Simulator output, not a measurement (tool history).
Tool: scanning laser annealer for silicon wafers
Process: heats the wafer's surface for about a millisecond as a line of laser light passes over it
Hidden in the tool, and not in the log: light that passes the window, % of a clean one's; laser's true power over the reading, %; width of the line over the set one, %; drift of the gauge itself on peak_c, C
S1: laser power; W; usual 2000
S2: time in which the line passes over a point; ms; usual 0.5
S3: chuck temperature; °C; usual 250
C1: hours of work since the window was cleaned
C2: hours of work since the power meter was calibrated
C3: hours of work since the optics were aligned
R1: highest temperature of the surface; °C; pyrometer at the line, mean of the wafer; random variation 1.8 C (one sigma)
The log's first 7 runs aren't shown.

run	hour	S1	S2	S3	C1	C2	C3	R1
8	371.7	2000	0.5	250	940	1366	747	1071
# hour 386.2: window over the wafer cleaned
9	440.9	2093	0.5	250	43	1419	800	1119
10	491.1	2000	0.5	253	83	1458	840	1071
11	563	2016	0.5	253	139	1515	896	1085
12	618.4	2016	0.5	253	183	1559	940	1084
13	648.9	2016	0.5	253	207	1583	964	1082
14	709.4	2000	0.491	250	255	1630	1012	1061
15	749.3	1875	0.5	250	286	1662	1043	1007
16	819.3	1875	0.5	250	342	1717	1098	1006
17	864.1	1875	0.5	250	377	1752	1134	1008
18	926.6	1875	0.518	250	426	1802	1183	1019
# hour 966.6: optics aligned, line set to its width
19	1001.6	1875	0.518	250	481	1857	28	1020
20	1064.2	2000	0.388	250	531	1906	77	981
21	1126.4	2000	0.598	234	580	1955	126	1127
22	1190.4	1735	0.598	254	630	2006	177	998
23	1242.6	1735	0.598	254	671	2047	218	1002
24	1283.9	1791	0.398	250	704	2080	250	896
25	1334.7	1759	0.491	250	744	2120	290	942
26	1405.1	1759	0.491	250	800	2175	346	944
27	1474	1903	0.5	250	854	2229	400	1020
28	1527.6	2170	0.486	245	896	2272	442	1141
29	1581	1819	0.366	270	938	2314	485	901

The next listed run, before its measurement:
# hour 1595.7: window over the wafer cleaned
30	1625.3	1819	0.5	270	23	2347	518	?

Run 30 gave R1 1002 °C.
Without the tool's hidden state the same run would have given R1 1002 °C.
